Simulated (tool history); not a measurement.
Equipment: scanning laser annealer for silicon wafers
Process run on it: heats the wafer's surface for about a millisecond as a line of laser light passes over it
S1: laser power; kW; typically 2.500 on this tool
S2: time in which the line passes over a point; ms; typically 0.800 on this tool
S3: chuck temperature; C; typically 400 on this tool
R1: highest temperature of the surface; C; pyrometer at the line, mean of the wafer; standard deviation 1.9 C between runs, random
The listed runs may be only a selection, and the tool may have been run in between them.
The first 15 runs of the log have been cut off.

{"run": 16, "day": 16.829, "S1": 2.5, "S2": 0.8, "S3": 400, "R1": 1141}
{"run": 17, "day": 18.183, "S1": 2.5, "S2": 0.8, "S3": 400, "R1": 1139}
{"run": 18, "day": 19.662, "S1": 2.5, "S2": 0.8, "S3": 400, "R1": 1134}
{"run": 19, "day": 21.158, "S1": 2.5, "S2": 0.8, "S3": 400, "R1": 1133}
{"run": 20, "day": 22.229, "S1": 2.31, "S2": 0.8, "S3": 400, "R1": 1063}
{"run": 21, "day": 23.417, "S1": 2.31, "S2": 0.8, "S3": 400, "R1": 1064}
{"run": 22, "day": 24.5, "S1": 2.31, "S2": 0.8, "S3": 400, "R1": 1060}
{"run": 23, "day": 26.108, "S1": 2.31, "S2": 0.8, "S3": 400, "R1": 1059}
{"run": 24, "day": 27.283, "S1": 2.31, "S2": 0.8, "S3": 400, "R1": 1057}
{"run": 25, "day": 28.829, "S1": 2.31, "S2": 0.8, "S3": 400, "R1": 1056}
{"run": 26, "day": 29.696, "S1": 2.16, "S2": 0.72, "S3": 362, "R1": 939}
{"run": 27, "day": 31.271, "S1": 2.16, "S2": 0.72, "S3": 362, "R1": 936}
{"run": 28, "day": 32.7, "S1": 2.16, "S2": 0.72, "S3": 362, "R1": 933}
{"run": 29, "day": 34.129, "S1": 2.16, "S2": 0.72, "S3": 362, "R1": 932}
{"run": 30, "day": 35.483, "S1": 2.16, "S2": 0.72, "S3": 362, "R1": 933}
{"day": 36.692, "done": "optics aligned, line set to its width"}
{"day": 37.042, "done": "window over the wafer cleaned"}
{"run": 31, "day": 37.104, "S1": 2.16, "S2": 0.72, "S3": 362, "R1": 975}
{"run": 32, "day": 38.042, "S1": 2.16, "S2": 0.72, "S3": 362, "R1": 973}
{"run": 33, "day": 39.25, "S1": 2.5, "S2": 0.74, "S3": 361, "R1": 1104}
{"run": 34, "day": 39.992, "S1": 2.738, "S2": 0.8, "S3": 411, "R1": 1261}
{"run": 35, "day": 41.533, "S1": 2.738, "S2": 0.8, "S3": 411, "R1": 1263}
{"run": 36, "day": 42.962, "S1": 2.738, "S2": 0.8, "S3": 411, "R1": 1260}
{"run": 37, "day": 43.833, "S1": 2.688, "S2": 0.786, "S3": 379, "R1": 1199}
{"run": 38, "day": 45.267, "S1": 2.688, "S2": 0.786, "S3": 379, "R1": 1195}

Consider 3 possible next runs. They are alternatives, not a sequence: every one starts from the tool as it was left by run 38. What does each give?
{"run": "A", "day": 46.212, "S1": 2.5, "S2": 0.696, "S3": 400, "R1": "?"}
{"run": "B", "day": 46.212, "S1": 2.226, "S2": 0.786, "S3": 411, "R1": "?"}
{"run": "C", "day": 46.212, "S1": 2.69, "S2": 0.8, "S3": 381, "R1": "?"}

run=A R1=1109
run=B R1=1056
run=C R1=1209
Stripped of hidden state, with their random variation kept, the same runs would have yielded:
run=A R1=1114
run=B R1=1060
run=C R1=1214
